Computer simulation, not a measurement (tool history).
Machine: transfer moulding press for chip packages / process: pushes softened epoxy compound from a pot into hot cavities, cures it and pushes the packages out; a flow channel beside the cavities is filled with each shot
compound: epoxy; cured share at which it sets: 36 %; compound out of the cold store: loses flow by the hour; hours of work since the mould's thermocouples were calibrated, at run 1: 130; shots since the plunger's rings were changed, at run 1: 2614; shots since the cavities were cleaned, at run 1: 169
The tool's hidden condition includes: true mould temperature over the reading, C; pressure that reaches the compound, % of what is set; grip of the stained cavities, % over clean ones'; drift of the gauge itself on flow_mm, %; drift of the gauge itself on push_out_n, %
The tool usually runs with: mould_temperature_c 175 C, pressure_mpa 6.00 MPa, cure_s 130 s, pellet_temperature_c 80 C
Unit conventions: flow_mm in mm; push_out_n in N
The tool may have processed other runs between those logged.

| run | hour | mould_temperature_c | pressure_mpa | cure_s | pellet_temperature_c | hours of work since the mould's thermocouples were calibrated | shots since the plunger's rings were changed | shots since the cavities were cleaned | incoming compound's hours out of the cold store | flow_mm | push_out_n |
|---|---|---|---|---|---|---|---|---|---|---|---|
| 1 | 0.0 | 175 | 6.00 | 130 | 80 | 130 | 2614 | 169 | 10.5 | 994 | 263 |
| 2 | 10.7 | 175 | 6.00 | 130 | 80 | 137 | 2706 | 261 | 33.0 | 883 | 267 |
| 3 | 28.1 | 175 | 6.00 | 130 | 80 | 147 | 2856 | 411 | 21.5 | 927 | 295 |
| 4 | 51.8 | 175 | 6.00 | 130 | 80 | 161 | 3060 | 615 | 34.1 | 872 | 331 |
|  | 63.2 | cavities cleaned with cleaning compound and waxed |
| 5 | 70.8 | 175 | 6.00 | 130 | 80 | 171 | 3211 | 65 | 19.0 | 937 | 219 |
| 6 | 86.4 | 175 | 6.00 | 130 | 80 | 180 | 3346 | 200 | 23.0 | 913 | 253 |
| 7 | 110.7 | 175 | 6.00 | 130 | 80 | 194 | 3555 | 409 | 30.3 | 874 | 282 |
| 8 | 136.3 | 180 | 6.00 | 130 | 80 | 209 | 3776 | 630 | 22.3 | 895 | 310 |
|  | 146.8 | cavities cleaned with cleaning compound and waxed |
| 9 | 149.7 | 175 | 6.00 | 130 | 80 | 216 | 3879 | 26 | 29.8 | 873 | 203 |
| 10 | 166.4 | 175 | 6.00 | 130 | 80 | 226 | 4023 | 170 | 32.9 | 845 | 248 |
|  | 173.0 | plunger's sealing rings changed |
| 11 | 189.7 | 176 | 6.00 | 130 | 80 | 238 | 143 | 348 | 24.5 | 957 | 283 |
| 12 | 205.0 | 176 | 6.00 | 130 | 80 | 247 | 275 | 480 | 33.8 | 918 | 302 |
| 13 | 229.4 | 175 | 6.00 | 130 | 80 | 262 | 486 | 691 | 37.2 | 909 | 344 |
|  | 232.1 | cavities cleaned with cleaning compound and waxed |
| 14 | 255.6 | 175 | 6.00 | 130 | 80 | 276 | 699 | 203 | 30.8 | 931 | 253 |
| 15 | 280.3 | 175 | 6.00 | 130 | 80 | 291 | 912 | 416 | 33.9 | 917 | 295 |
| 16 | 292.5 | 175 | 5.06 | 133 | 86 | 298 | 1017 | 521 | 44.9 | 787 | 307 |
|  | 316.2 | cavities cleaned with cleaning compound and waxed |
| 17 | 320.3 | 177 | 5.49 | 149 | 74 | 313 | 1244 | 36 | 46.9 | 804 | 175 |
| 18 | 334.5 | 177 | 5.49 | 149 | 74 | 322 | 1366 | 158 | 40.8 | 824 | 218 |
| 19 | 356.8 | 182 | 6.88 | 120 | 74 | 335 | 1558 | 350 | 45.8 | 887 | 272 |
| 20 | 369.7 | 181 | 5.17 | 141 | 88 | 342 | 1670 | 462 | 47.6 | 759 | 287 |
| 21 | 381.4 | 181 | 4.85 | 131 | 88 | 349 | 1770 | 562 | 40.2 | 770 | 295 |

Run 22 comes next. What will it give?
|  | 399.9 | cavities cleaned with cleaning compound and waxed |
| 22 | 404.3 | 181 | 4.85 | 131 | 88 | 362 | 1954 | 37 | 47.4 | ? | ? |

{"run 22": {"flow_mm": 744, "push_out_n": 193}}
On a tool with no hidden condition, and with the same random variation, this run would have come out at flow_mm 774 mm, push_out_n 178 N.
